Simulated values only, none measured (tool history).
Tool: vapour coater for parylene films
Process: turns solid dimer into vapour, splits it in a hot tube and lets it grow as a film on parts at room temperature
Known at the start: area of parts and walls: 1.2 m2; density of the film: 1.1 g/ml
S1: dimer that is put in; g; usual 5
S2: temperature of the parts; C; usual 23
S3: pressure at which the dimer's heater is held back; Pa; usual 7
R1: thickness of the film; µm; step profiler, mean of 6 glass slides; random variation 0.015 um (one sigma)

{"run": 1, "hour": 0.0, "S1": 5, "S2": 23, "S3": 7, "R1": 1.42}
{"run": 2, "hour": 17.7, "S1": 5, "S2": 23, "S3": 7, "R1": 1.43}
{"run": 3, "hour": 35.9, "S1": 5, "S2": 23, "S3": 7, "R1": 1.41}
{"run": 4, "hour": 52.4, "S1": 5, "S2": 23, "S3": 7, "R1": 1.44}
{"hour": 63.9, "done": "trap's valve overhauled"}
{"run": 5, "hour": 72.0, "S1": 5, "S2": 23, "S3": 4.05, "R1": 1.81}
{"run": 6, "hour": 98.6, "S1": 5, "S2": 23, "S3": 4.05, "R1": 1.83}
{"run": 7, "hour": 120.9, "S1": 5, "S2": 23, "S3": 4.05, "R1": 1.81}
{"run": 8, "hour": 138.9, "S1": 5, "S2": 23, "S3": 7, "R1": 1.6}
{"run": 9, "hour": 168.0, "S1": 5, "S2": 23, "S3": 7, "R1": 1.58}
{"run": 10, "hour": 187.4, "S1": 5, "S2": 23, "S3": 7, "R1": 1.55}
{"run": 11, "hour": 213.4, "S1": 5, "S2": 23, "S3": 4.24, "R1": 1.72}
{"run": 12, "hour": 244.5, "S1": 5, "S2": 23, "S3": 7, "R1": 1.55}
{"run": 13, "hour": 277.0, "S1": 5, "S2": 23, "S3": 7, "R1": 1.5}
{"run": 14, "hour": 296.0, "S1": 5, "S2": 21, "S3": 7, "R1": 1.62}
{"run": 15, "hour": 321.9, "S1": 5, "S2": 21, "S3": 7, "R1": 1.59}
{"run": 16, "hour": 345.3, "S1": 5, "S2": 21, "S3": 7, "R1": 1.58}
{"run": 17, "hour": 368.8, "S1": 5, "S2": 21, "S3": 7, "R1": 1.56}
{"run": 18, "hour": 388.8, "S1": 5, "S2": 23, "S3": 7, "R1": 1.43}
{"run": 19, "hour": 414.3, "S1": 6, "S2": 23, "S3": 7, "R1": 1.72}
{"hour": 420.2, "done": "trap's valve overhauled"}
{"run": 20, "hour": 453.9, "S1": 4, "S2": 15, "S3": 3.07, "R1": 2.02}
{"run": 21, "hour": 482.2, "S1": 2, "S2": 28, "S3": 2.16, "R1": 0.69}
{"run": 22, "hour": 500.6, "S1": 2, "S2": 23, "S3": 2.79, "R1": 0.76}
{"run": 23, "hour": 516.6, "S1": 2, "S2": 23, "S3": 2.79, "R1": 0.78}
{"run": 24, "hour": 531.6, "S1": 2, "S2": 23, "S3": 2.79, "R1": 0.76}
{"run": 25, "hour": 555.4, "S1": 2, "S2": 23, "S3": 2.79, "R1": 0.76}
{"run": 26, "hour": 589.9, "S1": 5, "S2": 16, "S3": 2.79, "R1": 2.38}
{"run": 27, "hour": 623.8, "S1": 5, "S2": 16, "S3": 2.79, "R1": 2.32}
{"run": 28, "hour": 657.8, "S1": 5, "S2": 16, "S3": 2.79, "R1": 2.33}
{"run": 29, "hour": 682.8, "S1": 5, "S2": 16, "S3": 2.97, "R1": 2.24}
{"run": 30, "hour": 701.0, "S1": 2, "S2": 16, "S3": 2.2, "R1": 0.94}
{"run": 31, "hour": 717.2, "S1": 2, "S2": 16, "S3": 2.2, "R1": 0.93}
{"run": 32, "hour": 736.5, "S1": 5, "S2": 17, "S3": 5.83, "R1": 1.85}
{"run": 33, "hour": 758.8, "S1": 3, "S2": 17, "S3": 5.83, "R1": 1.09}
{"hour": 777.7, "done": "trap's valve overhauled"}
{"run": 34, "hour": 789.3, "S1": 3, "S2": 29, "S3": 3.87, "R1": 0.89}
{"run": 35, "hour": 818.5, "S1": 3, "S2": 29, "S3": 3.87, "R1": 0.9}

Forecast run 36:
{"run": 36, "hour": 841.5, "S1": 3, "S2": 29, "S3": 3.87, "R1": "?"}

R1: 0.88 µm
Without the tool's hidden state the same run would have given R1 0.9 µm.

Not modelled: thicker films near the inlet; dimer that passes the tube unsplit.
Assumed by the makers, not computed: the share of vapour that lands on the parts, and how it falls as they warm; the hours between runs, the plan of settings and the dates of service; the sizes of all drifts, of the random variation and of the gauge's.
